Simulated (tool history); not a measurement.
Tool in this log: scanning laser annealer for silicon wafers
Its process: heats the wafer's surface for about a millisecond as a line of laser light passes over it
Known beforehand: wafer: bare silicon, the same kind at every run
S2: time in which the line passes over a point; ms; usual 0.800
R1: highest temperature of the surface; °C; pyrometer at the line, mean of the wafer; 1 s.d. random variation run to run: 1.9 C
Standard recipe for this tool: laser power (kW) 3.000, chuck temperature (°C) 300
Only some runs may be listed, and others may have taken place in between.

run 1 hour=0.0 | laser_power_(kW)=3.000 S2=0.800 chuck_temperature_(°C)=300 | R1=1044
run 2 hour=40.2 | laser_power_(kW)=3.000 S2=0.800 chuck_temperature_(°C)=300 | R1=1041
run 3 hour=79.8 | laser_power_(kW)=3.000 S2=0.800 chuck_temperature_(°C)=300 | R1=1037
-- hour=100.7 window over the wafer cleaned
run 4 hour=136.5 | laser_power_(kW)=3.000 S2=0.800 chuck_temperature_(°C)=300 | R1=1081
run 5 hour=169.1 | laser_power_(kW)=3.000 S2=0.820 chuck_temperature_(°C)=300 | R1=1092
run 6 hour=223.6 | laser_power_(kW)=3.000 S2=0.800 chuck_temperature_(°C)=337 | R1=1119
run 7 hour=254.0 | laser_power_(kW)=3.000 S2=0.800 chuck_temperature_(°C)=337 | R1=1117
run 8 hour=277.6 | laser_power_(kW)=3.000 S2=0.800 chuck_temperature_(°C)=337 | R1=1117
-- hour=287.1 optics aligned, line set to its width
run 9 hour=332.2 | laser_power_(kW)=3.000 S2=0.800 chuck_temperature_(°C)=284 | R1=1057
run 10 hour=381.4 | laser_power_(kW)=3.000 S2=0.800 chuck_temperature_(°C)=284 | R1=1051
run 11 hour=424.2 | laser_power_(kW)=3.016 S2=0.800 chuck_temperature_(°C)=300 | R1=1074
run 12 hour=464.6 | laser_power_(kW)=3.016 S2=0.800 chuck_temperature_(°C)=300 | R1=1069
run 13 hour=512.6 | laser_power_(kW)=3.124 S2=0.840 chuck_temperature_(°C)=299 | R1=1127
-- hour=535.1 optics aligned, line set to its width, once more
run 14 hour=558.4 | laser_power_(kW)=3.145 S2=0.721 chuck_temperature_(°C)=287 | R1=1060
run 15 hour=601.4 | laser_power_(kW)=2.619 S2=0.764 chuck_temperature_(°C)=329 | R1=977
run 16 hour=653.0 | laser_power_(kW)=2.898 S2=0.800 chuck_temperature_(°C)=269 | R1=1015
run 17 hour=704.4 | laser_power_(kW)=2.898 S2=0.800 chuck_temperature_(°C)=269 | R1=1011
run 18 hour=751.3 | laser_power_(kW)=2.898 S2=0.800 chuck_temperature_(°C)=269 | R1=1010
run 19 hour=802.4 | laser_power_(kW)=2.566 S2=0.658 chuck_temperature_(°C)=300 | R1=877
run 20 hour=851.4 | laser_power_(kW)=2.707 S2=0.658 chuck_temperature_(°C)=320 | R1=929
run 21 hour=889.6 | laser_power_(kW)=2.624 S2=0.800 chuck_temperature_(°C)=335 | R1=994
run 22 hour=940.9 | laser_power_(kW)=2.624 S2=0.821 chuck_temperature_(°C)=334 | R1=999

Run 23 is up next; what results do you expect?
run 23 hour=972.0 | laser_power_(kW)=2.924 S2=0.800 chuck_temperature_(°C)=315 | R1=?

Run 23 yielded R1 1057 °C.
With the hidden condition absent and the run-to-run variation left alone, this run would have shown R1 1080 °C.

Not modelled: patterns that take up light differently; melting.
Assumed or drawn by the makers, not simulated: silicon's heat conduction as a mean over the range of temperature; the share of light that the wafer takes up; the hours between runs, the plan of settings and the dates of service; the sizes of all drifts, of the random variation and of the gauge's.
